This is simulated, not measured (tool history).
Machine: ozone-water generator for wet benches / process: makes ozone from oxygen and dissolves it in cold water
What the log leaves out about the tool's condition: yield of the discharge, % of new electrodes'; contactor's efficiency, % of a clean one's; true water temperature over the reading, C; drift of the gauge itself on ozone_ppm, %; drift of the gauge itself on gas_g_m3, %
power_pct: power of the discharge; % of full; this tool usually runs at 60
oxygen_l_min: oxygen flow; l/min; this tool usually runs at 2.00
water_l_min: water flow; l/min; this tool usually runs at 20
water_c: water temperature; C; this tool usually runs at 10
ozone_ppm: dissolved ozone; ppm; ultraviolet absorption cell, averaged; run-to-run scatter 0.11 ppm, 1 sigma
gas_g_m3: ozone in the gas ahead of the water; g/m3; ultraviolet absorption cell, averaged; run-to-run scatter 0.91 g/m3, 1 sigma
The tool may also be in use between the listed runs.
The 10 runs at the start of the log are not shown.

run,hour,power_pct,oxygen_l_min,water_l_min,water_c,hours of work since the electrodes were changed,hours of work since the contactor was cleaned,hours of work since the thermometer was calibrated,ozone_ppm,gas_g_m3
11,199.9,60,1.10,20,10,710,1518,2404,6.3,198.0
12,222.5,40,1.10,20,10,724,1532,2418,4.3,141.1
13,235.7,60,2.00,20,15,732,1540,2426,7.6,152.1
14,262.4,60,2.10,20,10,748,1556,2443,8.1,148.8
15,291.9,60,2.10,20,10,766,1574,2461,8.0,148.6
16,313.8,60,2.00,20,10,780,1588,2474,8.2,152.7
17,328.9,60,2.00,20,10,789,1597,2483,8.1,152.9
18,341.8,67,1.93,29,10,797,1605,2491,5.5,169.0
19,361.6,67,1.93,29,10,809,1617,2503,5.4,168.5
20,378.9,84,1.20,21,10,820,1628,2514,7.9,250.9
21,394.2,51,1.20,21,6,829,1637,2523,5.5,167.7
22,422.7,51,1.20,21,6,846,1654,2541,5.5,168.8
23,443.2,60,2.00,20,7,859,1667,2553,8.2,152.3
24,464.7,97,2.00,20,14,872,1680,2567,11.4,224.7
25,493.7,60,2.00,26,10,890,1698,2584,5.9,152.2
26,513.3,72,2.00,25,10,902,1710,2596,7.0,177.7
27,527.8,72,2.00,25,10,911,1719,2605,7.0,178.4
28,550.3,72,2.00,25,10,925,1733,2619,7.1,176.9
29,573.5,78,2.00,21,12,939,1747,2633,9.1,189.7
30,598.0,78,2.00,21,12,954,1762,2648,9.3,187.8
31,615.1,78,2.00,21,12,964,1772,2659,9.2,188.1
32,633.8,60,1.04,27,10,976,1784,2670,3.9,202.4
33,659.8,75,1.70,24,10,992,1800,2686,7.3,195.3
34,683.2,99,3.25,20,10,1006,1814,2700,14.3,186.2

3 ways to go on from here, each from the tool as it stands after run 34. What would each give?
A,699.4,82,3.25,20,10,1016,1824,2710,?,?
B,699.4,99,3.25,20,6,1016,1824,2710,?,?
C,699.4,60,1.15,20,10,1016,1824,2710,?,?

run,ozone_ppm,gas_g_m3
A,12.3,158.8
B,14.6,186.0
C,6.6,195.1
With no hidden state in the tool, these same runs would have given:
run,ozone_ppm,gas_g_m3
A,12.3,158.8
B,14.6,186.1
C,6.6,195.2
